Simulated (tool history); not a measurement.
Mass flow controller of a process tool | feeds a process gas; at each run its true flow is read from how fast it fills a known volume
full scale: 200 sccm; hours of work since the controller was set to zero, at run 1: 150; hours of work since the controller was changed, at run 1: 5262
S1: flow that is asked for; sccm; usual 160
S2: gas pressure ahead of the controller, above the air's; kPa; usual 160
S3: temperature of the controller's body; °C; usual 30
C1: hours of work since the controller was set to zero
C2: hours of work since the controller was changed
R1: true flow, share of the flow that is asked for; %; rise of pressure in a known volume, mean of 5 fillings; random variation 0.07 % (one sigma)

run      day   S1   S2  S3    C1     C2      R1
  1        0  160  160  30   150   5262   97.67
  2   10.554   69  160  30   328   5440   97.06
  3   19.729   69  160  28   483   5594   97.15
  4   32.762   69  160  28   702   5813   97.38
  5   39.812   69  160  28   821   5932   97.37
  6   48.296  160  160  30   963   6075    97.7
  7   57.379  160  160  26  1116   6228   98.04
  8   72.062  160  160  26  1364   6475   97.97
  9   87.867   21  160  30  1630   6741  100.01
 10  103.671   21  160  30  1896   7007  100.54
 11  112.458  160  160  30  2044   7155   97.66
 12  124.662   53  160  30  2249   7360   98.19
 13  139.292   53  160  30  2495   7607    98.4
 14  149.025   53  160  30  2659   7771   98.45
 15  163.321  160  160  30  2900   8011   97.62
 16  171.971  160  160  30  3045   8157   97.67
 17  185.017  160  160  30  3265   8376   97.63
 18  191.842  160  160  30  3380   8491   97.67
 19  203.454  160  144  30  3575   8687   97.68
     204.721  -- controller's zero set anew
 20  213.033  160  144  30   140   8848   97.88
 21  222.983  160  146  30   307   9015   97.87
 22  231.508  160  146  30   451   9159   97.89
 23    240.2  160  160  30   597   9305   97.95
 24  252.383  160  160  30   802   9510    98.1
 25  260.058   62  199  35   932   9639   99.52
 26  276.667   62  199  35  1211   9919   99.53
 27  290.775  118  152  37  1449  10156    97.6
     296.821  -- controller's zero set anew, once more
 28  298.604  118  152  37    30  10288   95.27
 29  312.262   73  162  36   260  10518   95.07
 30  322.467  185  162  36   432  10690   95.94
 31  332.804  185  162  36   606  10864   96.15
 32  343.288  185  184  37   782  11040   95.96
 33  353.212  185  184  37   949  11207   96.07
 34  364.921  185  258  37  1146  11404   96.54
 35  372.467  185  258  37  1273  11531   96.57
 36  387.233  121  162  27  1522  11780   96.22
 37    395.2  129  160  30  1656  11914   96.03
 38  409.079   45  150  30  1890  12148   96.65
 39  421.921   45  150  30  2106  12364    96.8
 40  432.979  115  151  25  2292  12550   96.52
 41  446.083  160  177  22  2513  12771   96.98
 42  459.267  150  176  24  2735  12993   96.82
 43  470.429   61  258  25  2923  13180   97.72
 44  477.746   61  258  25  3046  13304   97.78
 45  485.538  160  147  30  3177  13435   96.22
 46      500  160  147  30  3420  13678   96.16
 47  515.821  195  271  27  3687  13945   97.35

The same runs without the tool's hidden state, with the same run-to-run variation:
The hidden state here: flow at rest that the sensor doesn't see, % of full scale; true flow over the shown one, %; drift of the gauge itself on true_pct, %.
run      R1
  1   99.07
  2   98.22
  3   98.25
  4   98.38
  5   98.31
  6   99.06
  7   99.41
  8   99.33
  9   97.65
 10   97.65
 11      99
 12   97.99
 13   98.05
 14   98.01
 15   98.93
 16   98.98
 17   98.93
 18   98.96
 19   98.97
 20   98.96
 21   98.94
 22   98.96
 23   99.02
 24   99.16
 25   98.01
 26   97.88
 27   98.01
 28   98.08
 29   97.78
 30   98.77
 31   98.98
 32   98.79
 33    98.9
 34   99.38
 35    99.4
 36   98.83
 37   98.66
 38   97.92
 39    97.9
 40   98.98
 41    99.7
 42   99.48
 43      99
 44      99
 45   98.93
 46   98.85
 47  100.25

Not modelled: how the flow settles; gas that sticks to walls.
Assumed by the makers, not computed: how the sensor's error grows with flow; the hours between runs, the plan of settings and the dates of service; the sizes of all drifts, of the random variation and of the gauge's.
